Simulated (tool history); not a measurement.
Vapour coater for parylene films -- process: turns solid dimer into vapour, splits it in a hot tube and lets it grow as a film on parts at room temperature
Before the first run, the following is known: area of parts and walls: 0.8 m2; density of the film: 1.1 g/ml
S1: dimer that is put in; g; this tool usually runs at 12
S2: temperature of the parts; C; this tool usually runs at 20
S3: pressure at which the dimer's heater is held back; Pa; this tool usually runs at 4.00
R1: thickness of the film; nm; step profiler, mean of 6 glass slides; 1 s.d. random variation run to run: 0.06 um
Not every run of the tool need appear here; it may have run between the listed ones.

run     day  S1  S2    S3     R1
  1   0.000  12  20  4.00   6800
  2   0.392  12  20  4.00   6910
  3   0.683  12  20  4.00   6740
  4   1.379  12  20  4.00   6810
  5   1.946  12  20  4.00   6710
  6   2.262  12  20  4.00   6640
  7   2.688  12  20  4.00   6730
  8   3.312  12  20  4.00   6660
  9   4.000   5  20  4.00   2850
 10   4.500   5  20  4.00   2730
 11   4.996  12  28  4.00   4660
 12   5.533  12  28  4.00   4710
      5.642  -- table's thermometer calibrated
 13   6.004  10  16  4.00   6540
 14   6.296  10  23  4.00   4860
 15   6.875  15  30  4.00   5320
 16   7.233  15  30  4.00   5380
 17   7.662  15  30  4.00   5320
 18   8.167  15  30  4.00   5340
 19   8.617  15  20  2.37   9120
 20   9.146   6  19  2.88   3680
      9.283  -- table's thermometer calibrated, once more
 21   9.725  20  20  2.86  11510
 22  10.117   6  18  7.45   2980
 23  10.492   6  18  7.45   2920
 24  10.925   5  13  7.45   3030

Below are 4 alternative next runs, each starting from the tool's condition after run 24. Predict each:
  A  11.554  20  27  5.33   ?
  B  11.554   5  13  3.52   ?
  C  11.554   5  28  7.45   ?
  D  11.554   7  16  2.65   ?

run    R1
  A  7280
  B  3630
  C  1620
  D  4810
What these runs would have given with no unlogged condition in the tool:
run    R1
  A  8150
  B  4060
  C  1810
  D  5380

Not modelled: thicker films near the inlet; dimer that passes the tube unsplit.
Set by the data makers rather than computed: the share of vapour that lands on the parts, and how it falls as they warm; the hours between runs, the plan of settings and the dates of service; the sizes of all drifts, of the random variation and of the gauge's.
